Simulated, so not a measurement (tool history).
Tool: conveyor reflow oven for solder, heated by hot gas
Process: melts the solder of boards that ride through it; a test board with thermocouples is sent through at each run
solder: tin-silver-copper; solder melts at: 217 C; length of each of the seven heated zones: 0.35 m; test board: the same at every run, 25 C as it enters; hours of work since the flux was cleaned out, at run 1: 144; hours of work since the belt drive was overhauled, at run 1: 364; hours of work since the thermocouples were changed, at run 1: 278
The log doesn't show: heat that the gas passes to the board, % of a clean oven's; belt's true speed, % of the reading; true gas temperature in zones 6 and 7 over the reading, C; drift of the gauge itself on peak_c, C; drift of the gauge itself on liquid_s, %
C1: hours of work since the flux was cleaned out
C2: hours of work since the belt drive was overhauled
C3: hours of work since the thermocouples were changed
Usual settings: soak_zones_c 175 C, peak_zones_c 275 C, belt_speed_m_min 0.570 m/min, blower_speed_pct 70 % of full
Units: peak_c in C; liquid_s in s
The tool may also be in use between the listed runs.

{"run": 1, "hour": 0.0, "soak_zones_c": 175, "peak_zones_c": 275, "belt_speed_m_min": 0.57, "blower_speed_pct": 70, "C1": 144, "C2": 364, "C3": 278, "peak_c": 260.7, "liquid_s": 61.3}
{"run": 2, "hour": 6.1, "soak_zones_c": 175, "peak_zones_c": 275, "belt_speed_m_min": 0.57, "blower_speed_pct": 70, "C1": 148, "C2": 368, "C3": 281, "peak_c": 260.5, "liquid_s": 61.6}
{"run": 3, "hour": 18.2, "soak_zones_c": 175, "peak_zones_c": 275, "belt_speed_m_min": 0.57, "blower_speed_pct": 70, "C1": 155, "C2": 374, "C3": 288, "peak_c": 260.8, "liquid_s": 61.6}
{"run": 4, "hour": 25.6, "soak_zones_c": 175, "peak_zones_c": 275, "belt_speed_m_min": 0.57, "blower_speed_pct": 70, "C1": 159, "C2": 379, "C3": 292, "peak_c": 260.5, "liquid_s": 61.2}
{"run": 5, "hour": 38.0, "soak_zones_c": 175, "peak_zones_c": 290, "belt_speed_m_min": 0.57, "blower_speed_pct": 70, "C1": 166, "C2": 386, "C3": 299, "peak_c": 274.3, "liquid_s": 68.0}
{"run": 6, "hour": 51.1, "soak_zones_c": 175, "peak_zones_c": 275, "belt_speed_m_min": 0.57, "blower_speed_pct": 70, "C1": 173, "C2": 393, "C3": 307, "peak_c": 260.9, "liquid_s": 61.2}
{"run": 7, "hour": 60.0, "soak_zones_c": 175, "peak_zones_c": 275, "belt_speed_m_min": 0.57, "blower_speed_pct": 70, "C1": 178, "C2": 398, "C3": 312, "peak_c": 260.6, "liquid_s": 61.2}
{"run": 8, "hour": 66.0, "soak_zones_c": 175, "peak_zones_c": 290, "belt_speed_m_min": 0.57, "blower_speed_pct": 70, "C1": 182, "C2": 402, "C3": 315, "peak_c": 274.2, "liquid_s": 67.9}
{"run": 9, "hour": 76.9, "soak_zones_c": 175, "peak_zones_c": 290, "belt_speed_m_min": 0.57, "blower_speed_pct": 70, "C1": 188, "C2": 408, "C3": 321, "peak_c": 274.2, "liquid_s": 67.9}
{"run": 10, "hour": 91.5, "soak_zones_c": 175, "peak_zones_c": 290, "belt_speed_m_min": 0.57, "blower_speed_pct": 70, "C1": 196, "C2": 416, "C3": 330, "peak_c": 274.2, "liquid_s": 67.8}
{"run": 11, "hour": 100.4, "soak_zones_c": 163, "peak_zones_c": 266, "belt_speed_m_min": 0.556, "blower_speed_pct": 60, "C1": 201, "C2": 421, "C3": 335, "peak_c": 249.9, "liquid_s": 51.7}
{"run": 12, "hour": 106.6, "soak_zones_c": 163, "peak_zones_c": 266, "belt_speed_m_min": 0.556, "blower_speed_pct": 60, "C1": 205, "C2": 425, "C3": 338, "peak_c": 249.8, "liquid_s": 51.7}
{"run": 13, "hour": 119.5, "soak_zones_c": 183, "peak_zones_c": 275, "belt_speed_m_min": 0.461, "blower_speed_pct": 70, "C1": 212, "C2": 432, "C3": 346, "peak_c": 267.0, "liquid_s": 84.1}
{"run": 14, "hour": 130.7, "soak_zones_c": 183, "peak_zones_c": 275, "belt_speed_m_min": 0.461, "blower_speed_pct": 70, "C1": 219, "C2": 439, "C3": 352, "peak_c": 267.1, "liquid_s": 84.6}
{"run": 15, "hour": 138.0, "soak_zones_c": 183, "peak_zones_c": 275, "belt_speed_m_min": 0.461, "blower_speed_pct": 70, "C1": 223, "C2": 443, "C3": 356, "peak_c": 267.1, "liquid_s": 84.4}
{"run": 16, "hour": 150.9, "soak_zones_c": 168, "peak_zones_c": 284, "belt_speed_m_min": 0.57, "blower_speed_pct": 51, "C1": 230, "C2": 450, "C3": 364, "peak_c": 263.8, "liquid_s": 60.6}
{"run": 17, "hour": 159.8, "soak_zones_c": 188, "peak_zones_c": 265, "belt_speed_m_min": 0.483, "blower_speed_pct": 83, "C1": 235, "C2": 455, "C3": 369, "peak_c": 258.5, "liquid_s": 78.5}
{"run": 18, "hour": 167.1, "soak_zones_c": 188, "peak_zones_c": 265, "belt_speed_m_min": 0.483, "blower_speed_pct": 83, "C1": 239, "C2": 459, "C3": 373, "peak_c": 258.5, "liquid_s": 78.2}
{"run": 19, "hour": 181.2, "soak_zones_c": 175, "peak_zones_c": 275, "belt_speed_m_min": 0.658, "blower_speed_pct": 83, "C1": 248, "C2": 467, "C3": 381, "peak_c": 257.3, "liquid_s": 51.1}
{"run": 20, "hour": 188.4, "soak_zones_c": 168, "peak_zones_c": 281, "belt_speed_m_min": 0.57, "blower_speed_pct": 63, "C1": 252, "C2": 471, "C3": 385, "peak_c": 263.3, "liquid_s": 60.6}

Forecast each of these 3 alternatives for the next run:
{"run": "A", "hour": 203.1, "soak_zones_c": 168, "peak_zones_c": 281, "belt_speed_m_min": 0.462, "blower_speed_pct": 63, "C1": 260, "C2": 480, "C3": 393, "peak_c": "?", "liquid_s": "?"}
{"run": "B", "hour": 203.1, "soak_zones_c": 183, "peak_zones_c": 281, "belt_speed_m_min": 0.57, "blower_speed_pct": 63, "C1": 260, "C2": 480, "C3": 393, "peak_c": "?", "liquid_s": "?"}
{"run": "C", "hour": 203.1, "soak_zones_c": 175, "peak_zones_c": 275, "belt_speed_m_min": 0.57, "blower_speed_pct": 70, "C1": 260, "C2": 480, "C3": 393, "peak_c": "?", "liquid_s": "?"}

run=A peak_c=270.3 liquid_s=79.8
run=B peak_c=266.1 liquid_s=67.4
run=C peak_c=260.5 liquid_s=61.4
Without the tool's hidden state the same runs would have given:
run=A peak_c=270.3 liquid_s=79.0
run=B peak_c=266.4 liquid_s=66.8
run=C peak_c=260.9 liquid_s=61.2
